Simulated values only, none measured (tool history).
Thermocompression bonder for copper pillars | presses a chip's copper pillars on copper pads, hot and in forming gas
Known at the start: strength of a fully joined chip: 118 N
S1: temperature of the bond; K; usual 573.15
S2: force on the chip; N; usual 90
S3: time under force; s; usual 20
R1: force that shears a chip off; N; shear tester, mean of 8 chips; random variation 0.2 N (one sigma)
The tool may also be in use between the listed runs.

| run | hour | S1 | S2 | S3 | R1 |
|---|---|---|---|---|---|
| 1 | 0.0 | 573.15 | 90 | 20 | 43.2 |
| 2 | 7.5 | 573.15 | 90 | 44 | 57.9 |
| 3 | 16.6 | 573.15 | 90 | 44 | 57.6 |
| 4 | 21.3 | 573.15 | 90 | 20 | 42.8 |
| 5 | 26.6 | 573.15 | 90 | 20 | 43.0 |
| 6 | 34.5 | 573.15 | 90 | 20 | 42.7 |
| 7 | 41.3 | 573.15 | 90 | 24 | 45.9 |
| 8 | 48.0 | 573.15 | 90 | 20 | 42.9 |
| 9 | 55.3 | 573.15 | 109 | 20 | 48.3 |
| 10 | 64.9 | 573.15 | 109 | 20 | 48.8 |
| 11 | 71.7 | 573.15 | 90 | 20 | 43.0 |
| 12 | 77.3 | 573.15 | 90 | 20 | 43.1 |
| 13 | 82.4 | 573.15 | 90 | 20 | 42.7 |
| 14 | 90.3 | 573.15 | 73 | 20 | 37.0 |
| 15 | 97.8 | 544.15 | 77 | 20 | 28.4 |
| 16 | 104.9 | 553.15 | 90 | 11 | 27.3 |
| 17 | 112.7 | 568.15 | 57 | 58 | 45.7 |
| 18 | 123.0 | 580.15 | 106 | 19 | 49.3 |
| 19 | 130.9 | 546.15 | 133 | 19 | 42.0 |
| 20 | 135.9 | 582.15 | 61 | 18 | 34.2 |
| 21 | 143.2 | 582.15 | 61 | 18 | 33.6 |
| 22 | 149.2 | 582.15 | 61 | 18 | 33.9 |
| 23 | 154.5 | 564.15 | 61 | 14 | 25.3 |
| 24 | 163.8 | 564.15 | 81 | 14 | 31.2 |
| 25 | 169.0 | 568.15 | 81 | 16 | 34.7 |
| 26 | 179.2 | 568.15 | 93 | 30 | 48.1 |
| 27 | 183.8 | 568.15 | 93 | 30 | 48.3 |

4 ways to go on from here, each from the tool as it stands after run 27. What would each give?
| A | 191.2 | 567.15 | 93 | 23 | ? |
| B | 191.2 | 568.15 | 93 | 22 | ? |
| C | 191.2 | 573.15 | 55 | 20 | ? |
| D | 191.2 | 565.15 | 90 | 30 | ? |

| run | R1 |
|---|---|
| A | 43.0 |
| B | 42.7 |
| C | 30.0 |
| D | 46.3 |
Without the tool's hidden state the same runs would have given:
| run | R1 |
|---|---|
| A | 43.7 |
| B | 43.4 |
| C | 30.5 |
| D | 47.0 |
